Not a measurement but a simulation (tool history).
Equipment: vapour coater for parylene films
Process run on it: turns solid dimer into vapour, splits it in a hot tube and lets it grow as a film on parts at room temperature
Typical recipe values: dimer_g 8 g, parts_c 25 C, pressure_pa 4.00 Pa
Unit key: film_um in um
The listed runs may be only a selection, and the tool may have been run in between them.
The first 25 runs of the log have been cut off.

run	hour	dimer_g	parts_c	pressure_pa	film_um
26	1531.0	8	17	4.00	2.199
# hour 1537.4: table's thermometer calibrated
27	1583.6	4	17	4.00	1.108
28	1639.9	4	17	4.00	1.087
# hour 1673.1: table's thermometer calibrated, once more
29	1708.8	4	17	4.00	1.051
30	1782.3	4	17	4.00	1.049
31	1864.0	13	32	4.00	2.302
32	1924.9	13	32	4.00	2.288
33	2005.0	13	32	4.00	2.279
34	2062.4	4	19	9.21	0.893
# hour 2073.2: trap's valve overhauled
35	2135.1	4	19	9.21	0.936
36	2213.1	10	29	9.21	1.806
37	2288.7	10	29	9.21	1.795
38	2337.8	10	29	9.21	1.777
39	2387.9	10	29	9.21	1.777
40	2434.3	10	19	9.21	2.306
41	2490.8	10	19	9.21	2.292
42	2568.7	10	19	9.21	2.303
43	2604.5	6	26	5.56	1.205

Run 44, settings as shown, results not yet in. Your forecast:
44	2677.9	8	18	4.48	?

{"run 44": {"film_um": 2.037}}
Had the tool carried no hidden state, the very same run would have given film_um 2.090 um.

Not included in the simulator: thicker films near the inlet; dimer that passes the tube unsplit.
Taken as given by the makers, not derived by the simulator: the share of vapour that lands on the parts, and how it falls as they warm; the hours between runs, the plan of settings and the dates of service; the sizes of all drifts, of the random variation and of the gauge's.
